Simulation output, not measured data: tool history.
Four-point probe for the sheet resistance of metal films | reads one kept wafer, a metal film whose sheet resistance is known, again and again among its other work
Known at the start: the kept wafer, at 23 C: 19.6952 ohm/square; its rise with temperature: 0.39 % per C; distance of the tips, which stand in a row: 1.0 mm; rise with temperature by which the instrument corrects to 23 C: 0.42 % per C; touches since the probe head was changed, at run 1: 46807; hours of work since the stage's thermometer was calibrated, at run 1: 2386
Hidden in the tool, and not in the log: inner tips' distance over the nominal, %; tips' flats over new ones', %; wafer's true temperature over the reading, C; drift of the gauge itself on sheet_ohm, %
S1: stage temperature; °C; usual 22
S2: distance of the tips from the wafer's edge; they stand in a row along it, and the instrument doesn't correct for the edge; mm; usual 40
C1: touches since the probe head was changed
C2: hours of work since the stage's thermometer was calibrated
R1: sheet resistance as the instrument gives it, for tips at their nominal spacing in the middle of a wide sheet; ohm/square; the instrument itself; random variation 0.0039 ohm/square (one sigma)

{"run": 1, "hour": 0.0, "S1": 22, "S2": 40, "C1": 46807, "C2": 2386, "R1": 19.742456}
{"run": 2, "hour": 47.6, "S1": 21, "S2": 40, "C1": 49119, "C2": 2420, "R1": 19.74433}
{"run": 3, "hour": 108.4, "S1": 34, "S2": 40, "C1": 52076, "C2": 2464, "R1": 19.686393}
{"run": 4, "hour": 149.8, "S1": 34, "S2": 40, "C1": 54086, "C2": 2494, "R1": 19.675521}
{"run": 5, "hour": 213.5, "S1": 34, "S2": 40, "C1": 57182, "C2": 2540, "R1": 19.668714}
{"run": 6, "hour": 288.1, "S1": 34, "S2": 40, "C1": 60805, "C2": 2594, "R1": 19.657342}
{"run": 7, "hour": 361.7, "S1": 34, "S2": 40, "C1": 64386, "C2": 2647, "R1": 19.656983}
{"run": 8, "hour": 408.0, "S1": 34, "S2": 40, "C1": 66632, "C2": 2680, "R1": 19.648084}
{"run": 9, "hour": 465.0, "S1": 22, "S2": 40, "C1": 69402, "C2": 2722, "R1": 19.716563}
{"run": 10, "hour": 511.7, "S1": 22, "S2": 40, "C1": 71672, "C2": 2755, "R1": 19.711023}
{"run": 11, "hour": 568.2, "S1": 22, "S2": 40, "C1": 74418, "C2": 2796, "R1": 19.713123}
{"run": 12, "hour": 643.8, "S1": 22, "S2": 40, "C1": 78093, "C2": 2851, "R1": 19.699494}
{"run": 13, "hour": 677.9, "S1": 27, "S2": 20, "C1": 79750, "C2": 2875, "R1": 19.691939}
{"run": 14, "hour": 734.8, "S1": 22, "S2": 23, "C1": 82514, "C2": 2916, "R1": 19.713649}
{"hour": 747.9, "done": "stage's thermometer calibrated"}
{"run": 15, "hour": 775.4, "S1": 25, "S2": 32, "C1": 84462, "C2": 20, "R1": 19.598984}
{"run": 16, "hour": 809.1, "S1": 34, "S2": 40, "C1": 86098, "C2": 44, "R1": 19.544142}
{"run": 17, "hour": 873.0, "S1": 30, "S2": 24, "C1": 89205, "C2": 90, "R1": 19.575056}
{"run": 18, "hour": 921.3, "S1": 19, "S2": 6, "C1": 91553, "C2": 125, "R1": 19.897416}
{"run": 19, "hour": 993.6, "S1": 19, "S2": 6, "C1": 95063, "C2": 177, "R1": 19.898753}
{"run": 20, "hour": 1027.5, "S1": 25, "S2": 5, "C1": 96714, "C2": 202, "R1": 19.981888}
{"run": 21, "hour": 1074.9, "S1": 26, "S2": 18, "C1": 99017, "C2": 236, "R1": 19.595101}

3 ways to go on from here, each from the tool as it stands after run 21. What would each give?
{"run": "A", "hour": 1118.9, "S1": 31, "S2": 4, "C1": 101152, "C2": 268, "R1": "?"}
{"run": "B", "hour": 1118.9, "S1": 29, "S2": 24, "C1": 101152, "C2": 268, "R1": "?"}
{"run": "C", "hour": 1118.9, "S1": 33, "S2": 40, "C1": 101152, "C2": 268, "R1": "?"}

run=A R1=20.172112
run=B R1=19.565033
run=C R1=19.534723
Without the tool's hidden state the same runs would have given:
run=A R1=20.296725
run=B R1=19.686161
run=C R1=19.655790
